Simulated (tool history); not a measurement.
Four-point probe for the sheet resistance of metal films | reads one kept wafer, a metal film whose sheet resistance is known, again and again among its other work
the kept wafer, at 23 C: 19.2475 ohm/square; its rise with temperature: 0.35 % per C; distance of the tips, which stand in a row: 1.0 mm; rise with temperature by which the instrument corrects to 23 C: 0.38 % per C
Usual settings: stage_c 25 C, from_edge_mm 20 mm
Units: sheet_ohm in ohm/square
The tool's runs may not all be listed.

run 1 hour=0 | stage_c=25 from_edge_mm=20 | sheet_ohm=19.297981
run 2 hour=43.5 | stage_c=25 from_edge_mm=20 | sheet_ohm=19.298646
run 3 hour=76.4 | stage_c=25 from_edge_mm=20 | sheet_ohm=19.302704
run 4 hour=131 | stage_c=25 from_edge_mm=20 | sheet_ohm=19.294539
run 5 hour=187.2 | stage_c=25 from_edge_mm=20 | sheet_ohm=19.293644
run 6 hour=244 | stage_c=25 from_edge_mm=20 | sheet_ohm=19.298499
run 7 hour=307.3 | stage_c=25 from_edge_mm=20 | sheet_ohm=19.299995
run 8 hour=353.5 | stage_c=25 from_edge_mm=20 | sheet_ohm=19.297471
run 9 hour=404.5 | stage_c=25 from_edge_mm=20 | sheet_ohm=19.30248
run 10 hour=466.1 | stage_c=25 from_edge_mm=20 | sheet_ohm=19.301876
run 11 hour=522.8 | stage_c=25 from_edge_mm=20 | sheet_ohm=19.293084
run 12 hour=582.1 | stage_c=25 from_edge_mm=20 | sheet_ohm=19.300307
run 13 hour=643.8 | stage_c=25 from_edge_mm=20 | sheet_ohm=19.298389
run 14 hour=699.1 | stage_c=25 from_edge_mm=20 | sheet_ohm=19.311039
run 15 hour=734.7 | stage_c=25 from_edge_mm=4 | sheet_ohm=19.904893
run 16 hour=787.9 | stage_c=25 from_edge_mm=20 | sheet_ohm=19.30895
run 17 hour=819.7 | stage_c=25 from_edge_mm=20 | sheet_ohm=19.311825
run 18 hour=860.9 | stage_c=25 from_edge_mm=20 | sheet_ohm=19.305843
run 19 hour=922.9 | stage_c=25 from_edge_mm=20 | sheet_ohm=19.309922
run 20 hour=971.5 | stage_c=25 from_edge_mm=6 | sheet_ohm=19.564422
run 21 hour=1004.8 | stage_c=25 from_edge_mm=31 | sheet_ohm=19.29596
run 22 hour=1034.2 | stage_c=25 from_edge_mm=31 | sheet_ohm=19.293263
run 23 hour=1100.2 | stage_c=25 from_edge_mm=31 | sheet_ohm=19.304401
run 24 hour=1158.1 | stage_c=22 from_edge_mm=31 | sheet_ohm=19.314268
run 25 hour=1212 | stage_c=22 from_edge_mm=31 | sheet_ohm=19.309682
run 26 hour=1242.9 | stage_c=23 from_edge_mm=27 | sheet_ohm=19.314059
run 27 hour=1275.4 | stage_c=23 from_edge_mm=27 | sheet_ohm=19.312636
run 28 hour=1314 | stage_c=32 from_edge_mm=26 | sheet_ohm=19.274091

Forecast run 29:
run 29 hour=1369.8 | stage_c=30 from_edge_mm=10 | sheet_ohm=?

{"run 29": {"sheet_ohm": 19.374736}}
Without the tool's hidden state the same run would have given sheet_ohm 19.319569 ohm/square.
